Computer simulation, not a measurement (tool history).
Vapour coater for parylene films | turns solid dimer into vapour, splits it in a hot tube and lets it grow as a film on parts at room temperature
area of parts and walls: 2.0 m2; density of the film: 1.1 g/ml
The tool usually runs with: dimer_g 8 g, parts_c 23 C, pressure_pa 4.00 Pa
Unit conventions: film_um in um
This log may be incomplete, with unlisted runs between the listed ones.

| run | hour | dimer_g | parts_c | pressure_pa | film_um |
|---|---|---|---|---|---|
| 1 | 0.0 | 8 | 23 | 4.00 | 1.92 |
| 2 | 19.1 | 8 | 23 | 4.00 | 1.93 |
|  | 31.6 | trap's valve overhauled |
| 3 | 41.3 | 8 | 23 | 4.00 | 2.24 |
| 4 | 70.3 | 8 | 23 | 4.00 | 2.16 |
| 5 | 90.6 | 8 | 23 | 4.00 | 2.12 |
| 6 | 121.2 | 8 | 23 | 4.00 | 2.13 |
| 7 | 154.1 | 8 | 23 | 4.00 | 2.09 |
| 8 | 175.4 | 8 | 23 | 4.00 | 2.15 |
| 9 | 191.9 | 12 | 32 | 5.40 | 2.30 |
| 10 | 226.7 | 12 | 32 | 5.40 | 2.29 |

Expected results for the next run?
| 11 | 257.3 | 4 | 17 | 3.96 | ? |

film_um: 1.27 um
With no hidden state in the tool, this same run would have given film_um 1.33 um.

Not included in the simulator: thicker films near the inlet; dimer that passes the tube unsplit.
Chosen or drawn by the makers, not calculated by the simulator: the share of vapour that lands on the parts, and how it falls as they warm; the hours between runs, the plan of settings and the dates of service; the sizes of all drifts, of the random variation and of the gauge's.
